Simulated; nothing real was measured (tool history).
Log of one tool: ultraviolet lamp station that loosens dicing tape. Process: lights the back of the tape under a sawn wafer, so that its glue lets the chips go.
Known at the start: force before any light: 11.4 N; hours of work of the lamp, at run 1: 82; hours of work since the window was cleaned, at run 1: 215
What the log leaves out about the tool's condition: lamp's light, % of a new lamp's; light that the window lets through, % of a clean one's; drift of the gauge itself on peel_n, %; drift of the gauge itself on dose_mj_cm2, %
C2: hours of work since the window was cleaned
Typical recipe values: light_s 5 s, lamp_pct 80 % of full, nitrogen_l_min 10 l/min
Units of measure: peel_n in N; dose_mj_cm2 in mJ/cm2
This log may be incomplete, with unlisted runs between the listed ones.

{"run": 1, "hour": 0.0, "light_s": 5, "lamp_pct": 80, "nitrogen_l_min": 10, "hours of work of the lamp": 82, "C2": 215, "peel_n": 1.421, "dose_mj_cm2": 219}
{"run": 2, "hour": 61.0, "light_s": 5, "lamp_pct": 80, "nitrogen_l_min": 3, "hours of work of the lamp": 121, "C2": 254, "peel_n": 3.252, "dose_mj_cm2": 205}
{"hour": 89.5, "done": "window cleaned of glue's vapour"}
{"run": 3, "hour": 94.1, "light_s": 5, "lamp_pct": 80, "nitrogen_l_min": 3, "hours of work of the lamp": 142, "C2": 3, "peel_n": 3.648, "dose_mj_cm2": 185}
{"run": 4, "hour": 161.5, "light_s": 5, "lamp_pct": 80, "nitrogen_l_min": 3, "hours of work of the lamp": 185, "C2": 46, "peel_n": 3.941, "dose_mj_cm2": 182}
{"run": 5, "hour": 210.3, "light_s": 5, "lamp_pct": 80, "nitrogen_l_min": 4, "hours of work of the lamp": 216, "C2": 77, "peel_n": 3.427, "dose_mj_cm2": 177}
{"run": 6, "hour": 275.7, "light_s": 5, "lamp_pct": 80, "nitrogen_l_min": 4, "hours of work of the lamp": 258, "C2": 119, "peel_n": 3.649, "dose_mj_cm2": 167}
{"run": 7, "hour": 311.0, "light_s": 5, "lamp_pct": 80, "nitrogen_l_min": 4, "hours of work of the lamp": 280, "C2": 141, "peel_n": 3.689, "dose_mj_cm2": 169}
{"run": 8, "hour": 378.0, "light_s": 5, "lamp_pct": 80, "nitrogen_l_min": 10, "hours of work of the lamp": 323, "C2": 184, "peel_n": 2.352, "dose_mj_cm2": 161}
{"run": 9, "hour": 415.0, "light_s": 5, "lamp_pct": 80, "nitrogen_l_min": 10, "hours of work of the lamp": 346, "C2": 208, "peel_n": 2.591, "dose_mj_cm2": 153}
{"hour": 445.1, "done": "window cleaned of glue's vapour, once more"}
{"run": 10, "hour": 468.7, "light_s": 5, "lamp_pct": 80, "nitrogen_l_min": 10, "hours of work of the lamp": 380, "C2": 15, "peel_n": 1.626, "dose_mj_cm2": 200}
{"run": 11, "hour": 501.0, "light_s": 5, "lamp_pct": 80, "nitrogen_l_min": 10, "hours of work of the lamp": 401, "C2": 36, "peel_n": 1.675, "dose_mj_cm2": 190}
{"run": 12, "hour": 571.1, "light_s": 5, "lamp_pct": 65, "nitrogen_l_min": 10, "hours of work of the lamp": 446, "C2": 80, "peel_n": 2.549, "dose_mj_cm2": 152}
{"run": 13, "hour": 619.1, "light_s": 5, "lamp_pct": 65, "nitrogen_l_min": 10, "hours of work of the lamp": 476, "C2": 111, "peel_n": 2.795, "dose_mj_cm2": 150}
{"run": 14, "hour": 696.3, "light_s": 5, "lamp_pct": 80, "nitrogen_l_min": 13, "hours of work of the lamp": 525, "C2": 160, "peel_n": 1.832, "dose_mj_cm2": 174}
{"run": 15, "hour": 729.2, "light_s": 5, "lamp_pct": 80, "nitrogen_l_min": 6, "hours of work of the lamp": 546, "C2": 181, "peel_n": 2.914, "dose_mj_cm2": 170}
{"run": 16, "hour": 771.8, "light_s": 5, "lamp_pct": 80, "nitrogen_l_min": 6, "hours of work of the lamp": 574, "C2": 208, "peel_n": 3.062, "dose_mj_cm2": 159}
{"hour": 818.7, "done": "lamp changed"}
{"run": 17, "hour": 818.7, "light_s": 5, "lamp_pct": 80, "nitrogen_l_min": 6, "hours of work of the lamp": 0, "C2": 238, "peel_n": 1.911, "dose_mj_cm2": 227}
{"hour": 874.9, "done": "window cleaned of glue's vapour"}
{"run": 18, "hour": 886.7, "light_s": 5, "lamp_pct": 80, "nitrogen_l_min": 6, "hours of work of the lamp": 43, "C2": 8, "peel_n": 1.688, "dose_mj_cm2": 240}
{"run": 19, "hour": 922.9, "light_s": 3, "lamp_pct": 80, "nitrogen_l_min": 10, "hours of work of the lamp": 66, "C2": 31, "peel_n": 2.887, "dose_mj_cm2": 144}
{"run": 20, "hour": 965.6, "light_s": 3, "lamp_pct": 80, "nitrogen_l_min": 10, "hours of work of the lamp": 93, "C2": 58, "peel_n": 3.034, "dose_mj_cm2": 138}
{"run": 21, "hour": 1041.4, "light_s": 7, "lamp_pct": 80, "nitrogen_l_min": 10, "hours of work of the lamp": 142, "C2": 106, "peel_n": 0.605, "dose_mj_cm2": 310}
{"run": 22, "hour": 1088.3, "light_s": 6, "lamp_pct": 80, "nitrogen_l_min": 10, "hours of work of the lamp": 172, "C2": 136, "peel_n": 0.932, "dose_mj_cm2": 260}
{"run": 23, "hour": 1134.2, "light_s": 6, "lamp_pct": 80, "nitrogen_l_min": 10, "hours of work of the lamp": 201, "C2": 165, "peel_n": 0.999, "dose_mj_cm2": 254}
{"run": 24, "hour": 1200.7, "light_s": 6, "lamp_pct": 80, "nitrogen_l_min": 5, "hours of work of the lamp": 243, "C2": 208, "peel_n": 1.94, "dose_mj_cm2": 241}
{"run": 25, "hour": 1270.3, "light_s": 6, "lamp_pct": 80, "nitrogen_l_min": 5, "hours of work of the lamp": 288, "C2": 252, "peel_n": 2.059, "dose_mj_cm2": 235}
{"hour": 1300.2, "done": "window cleaned of glue's vapour"}
{"run": 26, "hour": 1348.0, "light_s": 6, "lamp_pct": 80, "nitrogen_l_min": 5, "hours of work of the lamp": 337, "C2": 30, "peel_n": 1.833, "dose_mj_cm2": 250}
{"run": 27, "hour": 1381.1, "light_s": 8, "lamp_pct": 79, "nitrogen_l_min": 4, "hours of work of the lamp": 358, "C2": 52, "peel_n": 1.381, "dose_mj_cm2": 319}
{"run": 28, "hour": 1438.7, "light_s": 4, "lamp_pct": 65, "nitrogen_l_min": 17, "hours of work of the lamp": 395, "C2": 88, "peel_n": 2.582, "dose_mj_cm2": 129}
{"run": 29, "hour": 1500.3, "light_s": 4, "lamp_pct": 65, "nitrogen_l_min": 17, "hours of work of the lamp": 434, "C2": 128, "peel_n": 2.632, "dose_mj_cm2": 125}
{"run": 30, "hour": 1554.2, "light_s": 7, "lamp_pct": 88, "nitrogen_l_min": 8, "hours of work of the lamp": 468, "C2": 162, "peel_n": 0.935, "dose_mj_cm2": 283}
{"run": 31, "hour": 1624.9, "light_s": 8, "lamp_pct": 71, "nitrogen_l_min": 3, "hours of work of the lamp": 513, "C2": 207, "peel_n": 2.437, "dose_mj_cm2": 250}
{"run": 32, "hour": 1695.9, "light_s": 7, "lamp_pct": 71, "nitrogen_l_min": 9, "hours of work of the lamp": 559, "C2": 252, "peel_n": 1.612, "dose_mj_cm2": 207}
{"hour": 1730.2, "done": "window cleaned of glue's vapour"}
{"hour": 1768.0, "done": "lamp changed"}
{"run": 33, "hour": 1769.6, "light_s": 4, "lamp_pct": 80, "nitrogen_l_min": 5, "hours of work of the lamp": 1, "C2": 25, "peel_n": 2.765, "dose_mj_cm2": 189}
{"run": 34, "hour": 1815.1, "light_s": 2, "lamp_pct": 80, "nitrogen_l_min": 3, "hours of work of the lamp": 30, "C2": 54, "peel_n": 6.608, "dose_mj_cm2": 90}
{"run": 35, "hour": 1888.6, "light_s": 5, "lamp_pct": 77, "nitrogen_l_min": 9, "hours of work of the lamp": 77, "C2": 100, "peel_n": 1.532, "dose_mj_cm2": 213}
{"run": 36, "hour": 1950.4, "light_s": 3, "lamp_pct": 87, "nitrogen_l_min": 5, "hours of work of the lamp": 116, "C2": 140, "peel_n": 3.997, "dose_mj_cm2": 138}
{"run": 37, "hour": 1990.5, "light_s": 8, "lamp_pct": 87, "nitrogen_l_min": 5, "hours of work of the lamp": 142, "C2": 165, "peel_n": 0.843, "dose_mj_cm2": 367}
{"run": 38, "hour": 2050.8, "light_s": 8, "lamp_pct": 87, "nitrogen_l_min": 5, "hours of work of the lamp": 180, "C2": 204, "peel_n": 0.83, "dose_mj_cm2": 356}
{"run": 39, "hour": 2098.0, "light_s": 8, "lamp_pct": 87, "nitrogen_l_min": 5, "hours of work of the lamp": 210, "C2": 234, "peel_n": 0.897, "dose_mj_cm2": 343}
{"run": 40, "hour": 2145.8, "light_s": 3, "lamp_pct": 87, "nitrogen_l_min": 5, "hours of work of the lamp": 241, "C2": 264, "peel_n": 4.64, "dose_mj_cm2": 125}
{"hour": 2155.3, "done": "window cleaned of glue's vapour"}
{"run": 41, "hour": 2202.4, "light_s": 4, "lamp_pct": 95, "nitrogen_l_min": 10, "hours of work of the lamp": 277, "C2": 30, "peel_n": 1.709, "dose_mj_cm2": 201}
{"run": 42, "hour": 2270.9, "light_s": 4, "lamp_pct": 95, "nitrogen_l_min": 10, "hours of work of the lamp": 320, "C2": 74, "peel_n": 1.771, "dose_mj_cm2": 196}
{"run": 43, "hour": 2314.6, "light_s": 4, "lamp_pct": 95, "nitrogen_l_min": 10, "hours of work of the lamp": 348, "C2": 102, "peel_n": 1.841, "dose_mj_cm2": 188}

3 options for the next run, each taken on its own from the tool as it stands now. Forecast them:
{"run": "A", "hour": 2358.7, "light_s": 3, "lamp_pct": 95, "nitrogen_l_min": 4, "hours of work of the lamp": 376, "C2": 130, "peel_n": "?", "dose_mj_cm2": "?"}
{"run": "B", "hour": 2358.7, "light_s": 5, "lamp_pct": 62, "nitrogen_l_min": 10, "hours of work of the lamp": 376, "C2": 130, "peel_n": "?", "dose_mj_cm2": "?"}
{"run": "C", "hour": 2358.7, "light_s": 5, "lamp_pct": 80, "nitrogen_l_min": 10, "hours of work of the lamp": 376, "C2": 130, "peel_n": "?", "dose_mj_cm2": "?"}

run=A peel_n=4.471 dose_mj_cm2=137
run=B peel_n=2.641 dose_mj_cm2=147
run=C peel_n=1.833 dose_mj_cm2=189
What these runs would have given with no unlogged condition in the tool:
run=A peel_n=3.428 dose_mj_cm2=176
run=B peel_n=1.756 dose_mj_cm2=190
run=C peel_n=1.098 dose_mj_cm2=244

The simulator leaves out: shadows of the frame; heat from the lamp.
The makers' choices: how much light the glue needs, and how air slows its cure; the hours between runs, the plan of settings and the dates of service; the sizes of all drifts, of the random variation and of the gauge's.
